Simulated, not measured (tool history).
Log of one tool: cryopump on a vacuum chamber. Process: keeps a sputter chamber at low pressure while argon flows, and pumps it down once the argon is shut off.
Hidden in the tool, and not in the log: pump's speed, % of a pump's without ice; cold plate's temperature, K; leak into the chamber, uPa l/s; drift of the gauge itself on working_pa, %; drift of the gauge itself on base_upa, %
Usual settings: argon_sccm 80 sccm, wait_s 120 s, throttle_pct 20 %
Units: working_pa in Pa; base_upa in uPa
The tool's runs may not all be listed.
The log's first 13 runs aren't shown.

run	hour	argon_sccm	wait_s	throttle_pct	hours of work since the pump was warmed up and emptied	hours of work since the cold head was overhauled	hours of work since the chamber's fittings were tightened	working_pa	base_upa
14	160	80	120	20	228	228	1422	0.2847	0.38
15	169.5	80	120	20	237	237	1430	0.2868	0.43
16	177.8	80	120	20	244	244	1437	0.2856	0.36
17	190.1	80	120	20	254	254	1448	0.2861	0.38
18	201.8	80	120	20	265	265	1458	0.286	0.4
19	218.3	86	56	28	279	279	1472	0.2261	0.51
20	230.9	41	137	19	290	290	1483	0.1558	0.42
21	241.6	128	137	16	299	299	1492	0.5787	0.42
22	254.5	136	20	20	310	310	1503	0.4907	1.04
23	270.3	107	20	20	324	324	1517	0.3872	1.05
24	278.2	126	20	51	331	331	1524	0.1895	1.05
25	289.3	80	120	18	340	340	1533	0.3215	0.41
26	300.5	80	120	18	350	350	1543	0.322	0.41
27	310.7	53	21	20	359	359	1552	0.1938	1.03
28	319.2	80	170	20	366	366	1559	0.2925	0.39
29	334.4	36	120	45	379	379	1572	0.0612	0.44
30	342.1	61	257	20	386	386	1579	0.2213	0.33
31	352.6	61	257	20	395	395	1588	0.2244	0.38
32	362.1	73	257	20	403	403	1596	0.2672	0.39
33	380.5	123	27	29	419	419	1612	0.3199	0.84
34	397.5	80	86	20	434	434	1627	0.2937	0.47

3 ways to go on from here, each from the tool as it stands after run 34. What would each give?
# hour 410.6: pump warmed up, emptied and cooled again
A	413.7	53	86	20	3	443	1637	?	?
# hour 410.6: pump warmed up, emptied and cooled again
B	413.7	35	25	38	3	443	1637	?	?
# hour 410.6: pump warmed up, emptied and cooled again
C	413.7	68	194	17	3	443	1637	?	?

run	working_pa	base_upa
A	0.1856	0.43
B	0.0652	0.85
C	0.2793	0.31
Without the tool's hidden state the same runs would have given:
run	working_pa	base_upa
A	0.1852	0.32
B	0.065	0.73
C	0.2789	0.19
